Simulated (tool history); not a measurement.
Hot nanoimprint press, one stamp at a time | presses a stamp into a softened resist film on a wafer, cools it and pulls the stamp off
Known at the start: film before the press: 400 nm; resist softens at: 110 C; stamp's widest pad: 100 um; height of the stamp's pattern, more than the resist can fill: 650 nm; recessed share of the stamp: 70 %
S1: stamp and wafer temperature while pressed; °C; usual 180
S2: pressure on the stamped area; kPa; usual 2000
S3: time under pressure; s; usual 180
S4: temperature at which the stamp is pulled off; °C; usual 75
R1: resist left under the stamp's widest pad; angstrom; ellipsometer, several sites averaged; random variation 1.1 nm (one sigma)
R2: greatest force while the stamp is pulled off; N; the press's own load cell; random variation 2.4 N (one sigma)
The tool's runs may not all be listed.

{"run": 1, "hour": 0.0, "S1": 180, "S2": 2000, "S3": 180, "S4": 75, "R1": 2206, "R2": 112}
{"hour": 20.2, "done": "stamp cleaned and given a new release coat"}
{"run": 2, "hour": 48.0, "S1": 180, "S2": 2000, "S3": 180, "S4": 75, "R1": 2173, "R2": 107}
{"run": 3, "hour": 75.9, "S1": 180, "S2": 2000, "S3": 180, "S4": 75, "R1": 2207, "R2": 104}
{"run": 4, "hour": 112.5, "S1": 180, "S2": 2000, "S3": 180, "S4": 75, "R1": 2184, "R2": 112}
{"run": 5, "hour": 140.5, "S1": 180, "S2": 2000, "S3": 180, "S4": 75, "R1": 2170, "R2": 111}
{"hour": 200.3, "done": "stamp cleaned and given a new release coat"}
{"run": 6, "hour": 201.2, "S1": 180, "S2": 2000, "S3": 180, "S4": 74, "R1": 2179, "R2": 114}
{"run": 7, "hour": 247.1, "S1": 180, "S2": 2000, "S3": 180, "S4": 74, "R1": 2187, "R2": 111}
{"run": 8, "hour": 271.5, "S1": 178, "S2": 2000, "S3": 180, "S4": 75, "R1": 2373, "R2": 113}
{"run": 9, "hour": 323.2, "S1": 178, "S2": 2000, "S3": 180, "S4": 75, "R1": 2348, "R2": 110}
{"hour": 369.2, "done": "plate thermocouple calibrated"}
{"run": 10, "hour": 371.3, "S1": 178, "S2": 2000, "S3": 180, "S4": 75, "R1": 2344, "R2": 109}
{"hour": 384.6, "done": "stamp cleaned and given a new release coat"}
{"run": 11, "hour": 411.8, "S1": 178, "S2": 2000, "S3": 180, "S4": 75, "R1": 2345, "R2": 110}
{"run": 12, "hour": 443.7, "S1": 180, "S2": 2000, "S3": 180, "S4": 75, "R1": 2209, "R2": 106}
{"run": 13, "hour": 481.9, "S1": 180, "S2": 2000, "S3": 180, "S4": 75, "R1": 2161, "R2": 113}
{"run": 14, "hour": 533.0, "S1": 180, "S2": 1680, "S3": 180, "S4": 75, "R1": 2372, "R2": 110}
{"hour": 567.3, "done": "stamp cleaned and given a new release coat"}
{"run": 15, "hour": 589.2, "S1": 180, "S2": 1680, "S3": 180, "S4": 75, "R1": 2338, "R2": 107}
{"run": 16, "hour": 637.4, "S1": 180, "S2": 2000, "S3": 113, "S4": 75, "R1": 2488, "R2": 109}
{"run": 17, "hour": 681.1, "S1": 183, "S2": 2810, "S3": 232, "S4": 76, "R1": 1479, "R2": 111}
{"hour": 737.9, "done": "plate thermocouple calibrated"}
{"run": 18, "hour": 737.9, "S1": 170, "S2": 2810, "S3": 154, "S4": 76, "R1": 2812, "R2": 108}
{"hour": 752.3, "done": "stamp cleaned and given a new release coat"}
{"run": 19, "hour": 769.4, "S1": 183, "S2": 2000, "S3": 180, "S4": 75, "R1": 1933, "R2": 108}
{"run": 20, "hour": 822.5, "S1": 183, "S2": 2000, "S3": 180, "S4": 75, "R1": 1935, "R2": 107}
{"run": 21, "hour": 865.2, "S1": 180, "S2": 1250, "S3": 153, "S4": 83, "R1": 2731, "R2": 85}
{"run": 22, "hour": 918.5, "S1": 185, "S2": 1840, "S3": 91, "S4": 79, "R1": 2320, "R2": 99}
{"hour": 933.0, "done": "stamp cleaned and given a new release coat"}
{"run": 23, "hour": 953.4, "S1": 188, "S2": 2000, "S3": 168, "S4": 75, "R1": 1613, "R2": 106}
{"run": 24, "hour": 992.1, "S1": 176, "S2": 3160, "S3": 180, "S4": 67, "R1": 2007, "R2": 135}
{"run": 25, "hour": 1037.7, "S1": 175, "S2": 2000, "S3": 180, "S4": 62, "R1": 2578, "R2": 153}
{"run": 26, "hour": 1092.5, "S1": 175, "S2": 2780, "S3": 324, "S4": 79, "R1": 1813, "R2": 95}
{"hour": 1108.5, "done": "plate thermocouple calibrated"}
{"hour": 1116.9, "done": "stamp cleaned and given a new release coat"}
{"run": 27, "hour": 1133.7, "S1": 180, "S2": 1360, "S3": 180, "S4": 75, "R1": 2566, "R2": 113}
{"run": 28, "hour": 1184.9, "S1": 173, "S2": 1540, "S3": 180, "S4": 73, "R1": 2996, "R2": 118}
{"run": 29, "hour": 1224.1, "S1": 173, "S2": 1540, "S3": 180, "S4": 73, "R1": 3004, "R2": 115}

4 ways to go on from here, each from the tool as it stands after run 29. What would each give?
{"run": "A", "hour": 1248.7, "S1": 183, "S2": 1940, "S3": 153, "S4": 75, "R1": "?", "R2": "?"}
{"run": "B", "hour": 1248.7, "S1": 173, "S2": 2520, "S3": 197, "S4": 69, "R1": "?", "R2": "?"}
{"run": "C", "hour": 1248.7, "S1": 178, "S2": 1340, "S3": 180, "S4": 69, "R1": "?", "R2": "?"}
{"run": "D", "hour": 1248.7, "S1": 173, "S2": 1540, "S3": 102, "S4": 73, "R1": "?", "R2": "?"}

run=A R1=2045 R2=111
run=B R1=2438 R2=125
run=C R1=2708 R2=131
run=D R1=3267 R2=117
Without the tool's hidden state the same runs would have given:
run=A R1=2096 R2=110
run=B R1=2498 R2=124
run=C R1=2777 R2=130
run=D R1=3351 R2=116
